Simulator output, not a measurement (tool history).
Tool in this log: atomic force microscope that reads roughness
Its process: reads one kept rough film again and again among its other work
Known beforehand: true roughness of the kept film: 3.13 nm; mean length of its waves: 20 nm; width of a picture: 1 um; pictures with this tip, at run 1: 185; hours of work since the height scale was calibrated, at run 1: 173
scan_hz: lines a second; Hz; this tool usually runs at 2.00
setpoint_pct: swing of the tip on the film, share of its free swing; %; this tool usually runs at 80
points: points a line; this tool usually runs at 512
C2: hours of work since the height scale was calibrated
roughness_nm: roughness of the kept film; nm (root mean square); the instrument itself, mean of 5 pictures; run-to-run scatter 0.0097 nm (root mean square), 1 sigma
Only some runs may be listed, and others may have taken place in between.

Run 1, day 0.000: usual settings; pictures with this tip 185; C2 173. Result: roughness_nm 2.198 nm (root mean square).
Run 2, day 0.375: usual settings; pictures with this tip 206; C2 179. Result: roughness_nm 2.208 nm (root mean square).
Run 3, day 0.617: usual settings but points 547; pictures with this tip 219; C2 184. Result: roughness_nm 2.182 nm (root mean square).
Run 4, day 1.083: usual settings but points 547; pictures with this tip 244; C2 192. Result: roughness_nm 2.201 nm (root mean square).
Run 5, day 1.375: usual settings; pictures with this tip 260; C2 197. Result: roughness_nm 2.191 nm (root mean square).
Run 6, day 1.675: usual settings but scan_hz 1.19 Hz; pictures with this tip 277; C2 202. Result: roughness_nm 2.335 nm (root mean square).
Run 7, day 2.183: usual settings but points 626; pictures with this tip 304; C2 211. Result: roughness_nm 2.186 nm (root mean square).
Run 8, day 2.404: usual settings but points 626; pictures with this tip 316; C2 215. Result: roughness_nm 2.190 nm (root mean square).
Run 9, day 2.683: usual settings; pictures with this tip 332; C2 220. Result: roughness_nm 2.184 nm (root mean square).
At day 3.100: new tip fitted.
Run 10, day 3.171: usual settings; pictures with this tip 4; C2 228. Result: roughness_nm 2.206 nm (root mean square).
Run 11, day 3.504: usual settings; pictures with this tip 22; C2 233. Result: roughness_nm 2.190 nm (root mean square).
Run 12, day 3.729: usual settings; pictures with this tip 35; C2 237. Result: roughness_nm 2.193 nm (root mean square).
Run 13, day 4.025: usual settings; pictures with this tip 51; C2 243. Result: roughness_nm 2.192 nm (root mean square).
Run 14, day 4.242: usual settings; pictures with this tip 62; C2 246. Result: roughness_nm 2.207 nm (root mean square).
Run 15, day 4.546: usual settings; pictures with this tip 79; C2 252. Result: roughness_nm 2.210 nm (root mean square).
Run 16, day 4.921: usual settings; pictures with this tip 99; C2 258. Result: roughness_nm 2.189 nm (root mean square).
Run 17, day 5.142: usual settings but points 692; pictures with this tip 111; C2 262. Result: roughness_nm 2.213 nm (root mean square).
Run 18, day 5.404: usual settings but points 692; pictures with this tip 126; C2 267. Result: roughness_nm 2.208 nm (root mean square).
Run 19, day 5.621: usual settings but points 692; pictures with this tip 138; C2 270. Result: roughness_nm 2.212 nm (root mean square).
Run 20, day 5.850: usual settings but points 692; pictures with this tip 150; C2 274. Result: roughness_nm 2.212 nm (root mean square).
Run 21, day 6.083: usual settings; pictures with this tip 163; C2 278. Result: roughness_nm 2.190 nm (root mean square).
Run 22, day 6.450: usual settings; pictures with this tip 183; C2 285. Result: roughness_nm 2.205 nm (root mean square).
Run 23, day 6.921: usual settings; pictures with this tip 209; C2 293. Result: roughness_nm 2.190 nm (root mean square).
Run 24, day 7.333: usual settings; pictures with this tip 231; C2 300. Result: roughness_nm 2.197 nm (root mean square).
Run 25, day 7.550: usual settings; pictures with this tip 243; C2 304. Result: roughness_nm 2.199 nm (root mean square).
Run 26, day 7.825: usual settings but scan_hz 1.79 Hz; pictures with this tip 258; C2 309. Result: roughness_nm 2.233 nm (root mean square).
Run 27, day 8.133: usual settings but scan_hz 1.79 Hz; pictures with this tip 275; C2 314. Result: roughness_nm 2.241 nm (root mean square).
Run 28, day 8.404: usual settings but scan_hz 1.01 Hz, setpoint_pct 60 %, points 275; pictures with this tip 289; C2 319. Result: roughness_nm 2.531 nm (root mean square).
Run 29, day 8.900: usual settings but scan_hz 1.30 Hz, setpoint_pct 60 %, points 275; pictures with this tip 316; C2 327. Result: roughness_nm 2.502 nm (root mean square).
Run 30, day 9.279: usual settings but scan_hz 1.30 Hz, setpoint_pct 60 %, points 275; pictures with this tip 337; C2 334. Result: roughness_nm 2.492 nm (root mean square).
At day 9.592: new tip fitted.
Run 31, day 9.617: usual settings but scan_hz 1.30 Hz, setpoint_pct 60 %, points 275; pictures with this tip 1; C2 340. Result: roughness_nm 2.512 nm (root mean square).
Run 32, day 9.996: usual settings but scan_hz 1.78 Hz, setpoint_pct 58 %, points 465; pictures with this tip 22; C2 346. Result: roughness_nm 2.531 nm (root mean square).
Run 33, day 10.296: usual settings but scan_hz 0.76 Hz, points 407; pictures with this tip 38; C2 351. Result: roughness_nm 2.465 nm (root mean square).
Run 34, day 10.642: usual settings but setpoint_pct 63 %; pictures with this tip 57; C2 357. Result: roughness_nm 2.480 nm (root mean square).
Run 35, day 11.058: usual settings but scan_hz 3.56 Hz, setpoint_pct 62 %, points 487; pictures with this tip 80; C2 365. Result: roughness_nm 2.342 nm (root mean square).
Run 36, day 11.483: usual settings but scan_hz 2.22 Hz, setpoint_pct 77 %, points 487; pictures with this tip 103; C2 372. Result: roughness_nm 2.212 nm (root mean square).
Run 37, day 11.833: usual settings but scan_hz 1.51 Hz, setpoint_pct 82 %, points 537; pictures with this tip 122; C2 378. Result: roughness_nm 2.283 nm (root mean square).
Run 38, day 12.058: usual settings but setpoint_pct 73 %; pictures with this tip 134; C2 382. Result: roughness_nm 2.327 nm (root mean square).
Run 39, day 12.533: usual settings but setpoint_pct 73 %; pictures with this tip 160; C2 390. Result: roughness_nm 2.308 nm (root mean square).
Run 40, day 12.783: usual settings but scan_hz 1.01 Hz, setpoint_pct 76 %, points 323; pictures with this tip 174; C2 395. Result: roughness_nm 2.435 nm (root mean square).
Run 41, day 13.050: usual settings but scan_hz 1.02 Hz, points 269; pictures with this tip 188; C2 399. Result: roughness_nm 2.344 nm (root mean square).
Run 42, day 13.258: usual settings but scan_hz 0.77 Hz, points 433; pictures with this tip 200; C2 403. Result: roughness_nm 2.451 nm (root mean square).
Run 43, day 13.650: usual settings but scan_hz 2.78 Hz, setpoint_pct 82 %, points 384; pictures with this tip 221; C2 410. Result: roughness_nm 1.994 nm (root mean square).
Run 44, day 14.038: usual settings but points 563; pictures with this tip 242; C2 416. Result: roughness_nm 2.202 nm (root mean square).
Run 45, day 14.475: usual settings but scan_hz 0.57 Hz, setpoint_pct 70 %, points 563; pictures with this tip 266; C2 424. Result: roughness_nm 2.572 nm (root mean square).
Run 46, day 14.838: usual settings but scan_hz 0.57 Hz, setpoint_pct 70 %, points 563; pictures with this tip 286; C2 430. Result: roughness_nm 2.578 nm (root mean square).
Run 47, day 15.225: usual settings but scan_hz 0.57 Hz, setpoint_pct 70 %, points 563; pictures with this tip 307; C2 437. Result: roughness_nm 2.584 nm (root mean square).
Run 48, day 15.554: usual settings but scan_hz 0.80 Hz, setpoint_pct 56 %; pictures with this tip 325; C2 443. Result: roughness_nm 2.624 nm (root mean square).
Run 49, day 15.992: usual settings but scan_hz 0.80 Hz, setpoint_pct 56 %; pictures with this tip 349; C2 451. Result: roughness_nm 2.604 nm (root mean square).
At day 16.092: new tip fitted.
Run 50, day 16.483: usual settings but scan_hz 0.94 Hz, setpoint_pct 73 %, points 524; pictures with this tip 21; C2 459. Result: roughness_nm 2.493 nm (root mean square).
Run 51, day 16.842: usual settings but scan_hz 1.48 Hz, setpoint_pct 82 %, points 759; pictures with this tip 41; C2 465. Result: roughness_nm 2.283 nm (root mean square).
Run 52, day 17.125: usual settings but scan_hz 1.48 Hz, setpoint_pct 82 %, points 759; pictures with this tip 56; C2 470. Result: roughness_nm 2.287 nm (root mean square).

Run 53 comes next. What will it give?
Run 53, day 17.575: usual settings but scan_hz 1.48 Hz, setpoint_pct 77 %, points 823; pictures with this tip 81; C2 478. Result: roughness_nm ?.

{"run 53": {"roughness_nm": 2.355}}
Minus the tool's unlogged condition, the same run would have read roughness_nm 2.357 nm (root mean square).
